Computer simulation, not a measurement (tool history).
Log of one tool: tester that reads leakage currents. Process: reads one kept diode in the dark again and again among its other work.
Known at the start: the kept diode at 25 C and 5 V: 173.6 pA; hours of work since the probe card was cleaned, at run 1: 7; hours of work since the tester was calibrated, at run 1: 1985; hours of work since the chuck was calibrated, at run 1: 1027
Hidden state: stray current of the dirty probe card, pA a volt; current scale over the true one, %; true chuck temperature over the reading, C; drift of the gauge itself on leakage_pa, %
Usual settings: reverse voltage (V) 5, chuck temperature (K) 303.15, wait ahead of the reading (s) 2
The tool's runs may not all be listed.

| run | hour | reverse voltage (V) | chuck temperature (K) | wait ahead of the reading (s) | hours of work since the probe card was cleaned | hours of work since the tester was calibrated | hours of work since the chuck was calibrated | current that the tester gives (pA) |
|---|---|---|---|---|---|---|---|---|
| 1 | 0 | 5 | 303.15 | 2 | 7 | 1985 | 1027 | 251.04 |
| 2 | 86.7 | 8.81 | 303.15 | 2 | 54 | 2032 | 1073 | 340.34 |
| 3 | 237.1 | 8.81 | 303.15 | 2 | 135 | 2113 | 1154 | 340.38 |
| 4 | 387 | 8.81 | 303.15 | 2 | 215 | 2193 | 1235 | 338.02 |
| 5 | 462.8 | 8.81 | 303.15 | 0.74 | 256 | 2234 | 1276 | 341.5 |
| 6 | 597.8 | 8.81 | 303.15 | 0.74 | 329 | 2306 | 1348 | 341.39 |
| 7 | 672.7 | 8.81 | 303.15 | 0.74 | 369 | 2347 | 1388 | 340.66 |
| 8 | 800 | 8.81 | 303.15 | 0.74 | 437 | 2415 | 1457 | 340.82 |
| 9 | 895.8 | 8.81 | 303.15 | 0.74 | 489 | 2467 | 1508 | 339.78 |
| 10 | 1036.7 | 5 | 319.15 | 2 | 565 | 2542 | 1584 | 734.65 |
| 11 | 1165.8 | 5 | 303.15 | 0.36 | 634 | 2612 | 1653 | 253.31 |
| 12 | 1263.7 | 2.27 | 303.15 | 2 | 687 | 2664 | 1706 | 164.92 |
| 13 | 1335.6 | 2.27 | 303.15 | 2 | 725 | 2703 | 1745 | 163.73 |
| 14 | 1457.6 | 2.27 | 303.15 | 2 | 791 | 2769 | 1810 | 164.12 |
| 15 | 1582.6 | 7.79 | 303.15 | 2 | 858 | 2836 | 1877 | 319.05 |
| 16 | 1647.9 | 7.79 | 303.15 | 2 | 893 | 2871 | 1913 | 317.35 |
| 17 | 1788.8 | 7.79 | 303.15 | 2 | 969 | 2947 | 1988 | 316.28 |
| 18 | 1871.5 | 3.48 | 303.15 | 2 | 1013 | 2991 | 2033 | 204.99 |
|  | 1920.2 | chuck's temperature calibrated |
| 19 | 1945.8 | 3.48 | 303.15 | 2 | 1052 | 3030 | 14 | 206.71 |
| 20 | 2018.1 | 17.25 | 303.15 | 2 | 1091 | 3069 | 53 | 484.98 |
| 21 | 2122.6 | 5 | 307.15 | 2 | 1147 | 3125 | 109 | 331.94 |
| 22 | 2223.8 | 19.72 | 310.15 | 2 | 1201 | 3179 | 163 | 849.78 |
| 23 | 2367 | 11.21 | 294.15 | 0.92 | 1278 | 3256 | 240 | 198.81 |
| 24 | 2437.5 | 7.35 | 294.15 | 2.85 | 1316 | 3294 | 278 | 158.12 |
| 25 | 2504.5 | 11.83 | 303.15 | 2.32 | 1352 | 3330 | 314 | 396.2 |
| 26 | 2610.9 | 7.29 | 303.15 | 9.97 | 1410 | 3387 | 371 | 304.73 |
| 27 | 2678.6 | 4.94 | 296.15 | 9.77 | 1446 | 3424 | 408 | 147.5 |
| 28 | 2834.1 | 4.94 | 296.15 | 9.77 | 1530 | 3507 | 491 | 148.76 |
| 29 | 2926 | 4.94 | 296.15 | 9.77 | 1579 | 3557 | 541 | 149.31 |
| 30 | 3083.2 | 3.03 | 316.15 | 6.5 | 1663 | 3641 | 625 | 467.27 |
| 31 | 3219.6 | 18.67 | 303.15 | 2 | 1737 | 3715 | 698 | 506.7 |
| 32 | 3354.1 | 5 | 322.15 | 2 | 1809 | 3787 | 771 | 895.99 |
| 33 | 3458.6 | 14.95 | 303.15 | 0.55 | 1865 | 3843 | 827 | 453.12 |
| 34 | 3578.7 | 12.12 | 316.15 | 2 | 1930 | 3908 | 891 | 974.36 |
| 35 | 3734.1 | 12.12 | 316.15 | 2 | 2013 | 3991 | 975 | 983.77 |
| 36 | 3822.6 | 5 | 325.15 | 0.67 | 2061 | 4039 | 1023 | 1081.78 |
| 37 | 3951.4 | 5 | 325.15 | 0.67 | 2130 | 4108 | 1092 | 1080.91 |
| 38 | 4027.6 | 5 | 317.15 | 0.67 | 2171 | 4149 | 1133 | 652.45 |
| 39 | 4179.4 | 5 | 317.15 | 0.67 | 2253 | 4230 | 1214 | 650.87 |

Forecast each of these 4 alternatives for the next run:
| A | 4296.9 | 5 | 310.15 | 2 | 2316 | 4294 | 1277 | ? |
| B | 4296.9 | 14.56 | 328.15 | 2 | 2316 | 4294 | 1277 | ? |
| C | 4296.9 | 5 | 303.15 | 3.09 | 2316 | 4294 | 1277 | ? |
| D | 4296.9 | 19.89 | 317.15 | 5.17 | 2316 | 4294 | 1277 | ? |

| run | current that the tester gives (pA) |
|---|---|
| A | 406.85 |
| B | 2303.74 |
| C | 251.92 |
| D | 1360.81 |
Without the tool's hidden state the same runs would have given:
| run | current that the tester gives (pA) |
|---|---|
| A | 406.75 |
| B | 2303.34 |
| C | 251.84 |
| D | 1360.46 |

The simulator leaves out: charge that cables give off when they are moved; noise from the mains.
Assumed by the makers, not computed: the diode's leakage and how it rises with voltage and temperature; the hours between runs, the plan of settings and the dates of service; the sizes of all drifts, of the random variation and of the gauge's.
